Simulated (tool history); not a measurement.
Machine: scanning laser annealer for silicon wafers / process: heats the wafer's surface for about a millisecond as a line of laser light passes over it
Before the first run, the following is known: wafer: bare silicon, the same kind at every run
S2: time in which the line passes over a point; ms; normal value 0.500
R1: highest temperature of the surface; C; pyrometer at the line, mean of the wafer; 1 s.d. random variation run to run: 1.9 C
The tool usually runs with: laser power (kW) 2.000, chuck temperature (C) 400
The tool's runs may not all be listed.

{"run": 1, "hour": 0.0, "laser power (kW)": 2.0, "S2": 0.5, "chuck temperature (C)": 400, "R1": 1074}
{"run": 2, "hour": 8.9, "laser power (kW)": 2.0, "S2": 0.5, "chuck temperature (C)": 400, "R1": 1074}
{"run": 3, "hour": 15.5, "laser power (kW)": 2.0, "S2": 0.5, "chuck temperature (C)": 400, "R1": 1072}
{"run": 4, "hour": 26.2, "laser power (kW)": 2.0, "S2": 0.597, "chuck temperature (C)": 400, "R1": 1125}
{"run": 5, "hour": 31.1, "laser power (kW)": 2.0, "S2": 0.597, "chuck temperature (C)": 400, "R1": 1124}
{"run": 6, "hour": 37.2, "laser power (kW)": 2.198, "S2": 0.597, "chuck temperature (C)": 400, "R1": 1221}
{"run": 7, "hour": 47.3, "laser power (kW)": 2.198, "S2": 0.597, "chuck temperature (C)": 400, "R1": 1219}
{"run": 8, "hour": 54.1, "laser power (kW)": 2.198, "S2": 0.597, "chuck temperature (C)": 400, "R1": 1220}
{"run": 9, "hour": 60.6, "laser power (kW)": 2.198, "S2": 0.597, "chuck temperature (C)": 400, "R1": 1220}
{"run": 10, "hour": 65.5, "laser power (kW)": 2.0, "S2": 0.451, "chuck temperature (C)": 400, "R1": 1035}
{"run": 11, "hour": 75.9, "laser power (kW)": 2.0, "S2": 0.451, "chuck temperature (C)": 400, "R1": 1035}
{"run": 12, "hour": 86.6, "laser power (kW)": 2.0, "S2": 0.451, "chuck temperature (C)": 400, "R1": 1033}
{"run": 13, "hour": 91.3, "laser power (kW)": 2.0, "S2": 0.5, "chuck temperature (C)": 393, "R1": 1057}
{"run": 14, "hour": 101.3, "laser power (kW)": 2.154, "S2": 0.5, "chuck temperature (C)": 400, "R1": 1129}
{"run": 15, "hour": 111.4, "laser power (kW)": 2.0, "S2": 0.5, "chuck temperature (C)": 392, "R1": 1049}
{"run": 16, "hour": 117.8, "laser power (kW)": 2.0, "S2": 0.5, "chuck temperature (C)": 392, "R1": 1047}
{"run": 17, "hour": 128.7, "laser power (kW)": 2.0, "S2": 0.5, "chuck temperature (C)": 392, "R1": 1048}
{"run": 18, "hour": 137.1, "laser power (kW)": 2.0, "S2": 0.5, "chuck temperature (C)": 392, "R1": 1047}
{"run": 19, "hour": 145.9, "laser power (kW)": 2.0, "S2": 0.5, "chuck temperature (C)": 400, "R1": 1053}
{"run": 20, "hour": 152.3, "laser power (kW)": 2.097, "S2": 0.5, "chuck temperature (C)": 400, "R1": 1097}
{"run": 21, "hour": 162.3, "laser power (kW)": 2.097, "S2": 0.5, "chuck temperature (C)": 400, "R1": 1096}
{"run": 22, "hour": 167.0, "laser power (kW)": 2.097, "S2": 0.353, "chuck temperature (C)": 419, "R1": 1017}
{"run": 23, "hour": 173.7, "laser power (kW)": 1.993, "S2": 0.353, "chuck temperature (C)": 419, "R1": 972}
{"run": 24, "hour": 181.9, "laser power (kW)": 1.993, "S2": 0.353, "chuck temperature (C)": 416, "R1": 972}
{"run": 25, "hour": 191.4, "laser power (kW)": 1.993, "S2": 0.353, "chuck temperature (C)": 416, "R1": 969}
{"run": 26, "hour": 196.5, "laser power (kW)": 1.993, "S2": 0.353, "chuck temperature (C)": 416, "R1": 965}
{"run": 27, "hour": 204.4, "laser power (kW)": 1.993, "S2": 0.353, "chuck temperature (C)": 416, "R1": 965}
{"run": 28, "hour": 213.8, "laser power (kW)": 1.993, "S2": 0.353, "chuck temperature (C)": 416, "R1": 964}
{"run": 29, "hour": 220.5, "laser power (kW)": 1.993, "S2": 0.353, "chuck temperature (C)": 416, "R1": 967}
{"run": 30, "hour": 226.1, "laser power (kW)": 1.993, "S2": 0.353, "chuck temperature (C)": 416, "R1": 965}
{"run": 31, "hour": 233.8, "laser power (kW)": 1.963, "S2": 0.408, "chuck temperature (C)": 398, "R1": 969}
{"run": 32, "hour": 238.9, "laser power (kW)": 2.0, "S2": 0.439, "chuck temperature (C)": 378, "R1": 984}
{"run": 33, "hour": 246.1, "laser power (kW)": 2.058, "S2": 0.364, "chuck temperature (C)": 368, "R1": 945}
{"run": 34, "hour": 254.6, "laser power (kW)": 2.058, "S2": 0.364, "chuck temperature (C)": 368, "R1": 945}
{"run": 35, "hour": 265.5, "laser power (kW)": 2.0, "S2": 0.361, "chuck temperature (C)": 390, "R1": 944}
{"run": 36, "hour": 274.5, "laser power (kW)": 1.893, "S2": 0.369, "chuck temperature (C)": 377, "R1": 891}
{"hour": 287.4, "done": "window over the wafer cleaned"}
{"run": 37, "hour": 287.4, "laser power (kW)": 1.702, "S2": 0.422, "chuck temperature (C)": 384, "R1": 896}
{"run": 38, "hour": 294.1, "laser power (kW)": 1.702, "S2": 0.422, "chuck temperature (C)": 384, "R1": 902}
{"run": 39, "hour": 301.3, "laser power (kW)": 2.0, "S2": 0.365, "chuck temperature (C)": 396, "R1": 991}
{"run": 40, "hour": 305.9, "laser power (kW)": 1.715, "S2": 0.5, "chuck temperature (C)": 388, "R1": 945}
{"run": 41, "hour": 313.2, "laser power (kW)": 1.827, "S2": 0.482, "chuck temperature (C)": 385, "R1": 978}
{"run": 42, "hour": 318.1, "laser power (kW)": 1.852, "S2": 0.484, "chuck temperature (C)": 434, "R1": 1039}

3 options for the next run, each taken on its own from the tool as it stands now. Forecast them:
{"run": "A", "hour": 328.6, "laser power (kW)": 2.0, "S2": 0.548, "chuck temperature (C)": 364, "R1": "?"}
{"run": "B", "hour": 328.6, "laser power (kW)": 2.005, "S2": 0.507, "chuck temperature (C)": 400, "R1": "?"}
{"run": "C", "hour": 328.6, "laser power (kW)": 2.15, "S2": 0.475, "chuck temperature (C)": 397, "R1": "?"}

run=A R1=1076
run=B R1=1089
run=C R1=1131
With the hidden condition removed and each run's random variation left untouched, the same runs would have given:
run=A R1=1099
run=B R1=1112
run=C R1=1156
